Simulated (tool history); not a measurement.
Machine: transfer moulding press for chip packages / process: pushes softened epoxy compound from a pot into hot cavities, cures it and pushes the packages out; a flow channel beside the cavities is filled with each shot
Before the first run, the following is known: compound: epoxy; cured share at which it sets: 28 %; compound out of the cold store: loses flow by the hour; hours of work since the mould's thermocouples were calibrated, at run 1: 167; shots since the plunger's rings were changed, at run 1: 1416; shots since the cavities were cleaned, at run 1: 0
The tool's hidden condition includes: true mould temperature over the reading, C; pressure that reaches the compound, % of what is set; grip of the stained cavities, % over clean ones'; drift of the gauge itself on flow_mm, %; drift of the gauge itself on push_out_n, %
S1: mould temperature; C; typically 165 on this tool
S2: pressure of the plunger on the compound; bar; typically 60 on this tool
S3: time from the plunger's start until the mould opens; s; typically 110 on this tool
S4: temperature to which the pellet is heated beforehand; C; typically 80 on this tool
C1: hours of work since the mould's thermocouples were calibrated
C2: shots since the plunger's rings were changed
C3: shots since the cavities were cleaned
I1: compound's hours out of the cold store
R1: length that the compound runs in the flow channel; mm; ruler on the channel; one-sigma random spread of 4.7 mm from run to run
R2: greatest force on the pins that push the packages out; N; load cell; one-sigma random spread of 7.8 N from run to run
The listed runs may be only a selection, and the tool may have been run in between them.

run	hour	S1	S2	S3	S4	C1	C2	C3	I1	R1	R2
1	0	165	60	110	80	167	1416	0	29.5	667	351
2	16	165	60	110	80	180	1613	197	23	685	459
3	42.8	165	54.8	110	80	201	1943	527	16.9	667	548
# hour 57.8: cavities cleaned with cleaning compound and waxed
4	76.3	165	60	110	80	226	2337	228	35.6	650	426
5	100.3	165	60	110	74	244	2632	523	10.9	715	558
# hour 113.9: cavities cleaned with cleaning compound and waxed
6	117.9	165	60	110	74	257	2831	50	41.3	620	353
7	142.9	165	60	110	74	276	3139	358	29	653	468
# hour 148.1: plunger's sealing rings changed
8	159.2	165	60	110	74	287	137	528	15.5	728	552
# hour 172.6: cavities cleaned with cleaning compound and waxed
9	180.6	165	59.6	112	80	303	382	98	14	719	368
10	206.3	161	60	138	80	323	699	415	22.5	717	463
# hour 229: cavities cleaned with cleaning compound and waxed
11	241.2	161	60	138	80	349	1110	151	8.1	757	361

Below are 4 alternative next runs, each starting from the tool's condition after run 11. Predict each:
A	264.2	170	60.6	110	80	367	1393	434	44.4	?	?
B	264.2	173	60	140	80	367	1393	434	20.5	?	?
C	264.2	165	64.4	104	80	367	1393	434	34.7	?	?
D	264.2	161	45.9	138	80	367	1393	434	18.6	?	?

run	R1	R2
A	613	391
B	672	372
C	681	533
D	625	446
Had the tool no hidden state, the same runs would have come out as:
run	R1	R2
A	625	254
B	685	239
C	695	355
D	638	295

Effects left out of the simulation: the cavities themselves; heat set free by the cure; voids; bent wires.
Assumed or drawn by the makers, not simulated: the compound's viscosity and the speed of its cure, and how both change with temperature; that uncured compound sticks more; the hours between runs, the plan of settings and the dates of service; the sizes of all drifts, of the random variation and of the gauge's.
